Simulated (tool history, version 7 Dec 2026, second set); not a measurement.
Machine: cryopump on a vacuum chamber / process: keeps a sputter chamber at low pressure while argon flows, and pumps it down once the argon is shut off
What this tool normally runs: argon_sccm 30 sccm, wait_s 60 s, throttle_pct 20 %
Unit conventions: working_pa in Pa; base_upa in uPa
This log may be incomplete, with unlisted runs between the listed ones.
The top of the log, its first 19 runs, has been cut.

| run | hour | argon_sccm | wait_s | throttle_pct | working_pa | base_upa |
|---|---|---|---|---|---|---|
| 20 | 326.9 | 60 | 45 | 27 | 0.2302 | 0.93 |
| 21 | 345.9 | 45 | 136 | 16 | 0.2875 | 0.64 |
| 22 | 358.2 | 45 | 136 | 16 | 0.2861 | 0.62 |
| 23 | 380.6 | 19 | 26 | 16 | 0.121 | 1.35 |
| 24 | 393.1 | 48 | 46 | 16 | 0.3052 | 1 |
| 25 | 410.5 | 48 | 46 | 16 | 0.3072 | 0.93 |
| 26 | 421.5 | 14 | 105 | 57 | 0.0271 | 0.68 |
| 27 | 442.8 | 14 | 105 | 57 | 0.028 | 0.71 |
| 28 | 460 | 30 | 55 | 22 | 0.1411 | 0.92 |
| 29 | 481.7 | 18 | 60 | 43 | 0.0464 | 0.84 |
| 30 | 502.7 | 18 | 60 | 43 | 0.0462 | 0.89 |
| 31 | 513 | 18 | 60 | 43 | 0.047 | 0.88 |
| 32 | 534.1 | 18 | 60 | 43 | 0.047 | 0.89 |
| 33 | 546.4 | 18 | 60 | 43 | 0.0465 | 0.91 |
| 34 | 559.6 | 22 | 60 | 20 | 0.1143 | 0.91 |
| 35 | 569.7 | 40 | 60 | 54 | 0.0855 | 0.96 |

3 options for the next run, each taken on its own from the tool as it stands now. Forecast them:
| A | 591.2 | 15 | 27 | 24 | ? | ? |
| B | 591.2 | 17 | 60 | 54 | ? | ? |
| C | 591.2 | 40 | 60 | 21 | ? | ? |

| run | working_pa | base_upa |
|---|---|---|
| A | 0.0657 | 1.35 |
| B | 0.0362 | 0.91 |
| C | 0.1982 | 0.92 |
What these runs would have given with no unlogged condition in the tool:
| run | working_pa | base_upa |
|---|---|---|
| A | 0.0607 | 0.99 |
| B | 0.0306 | 0.56 |
| C | 0.185 | 0.56 |
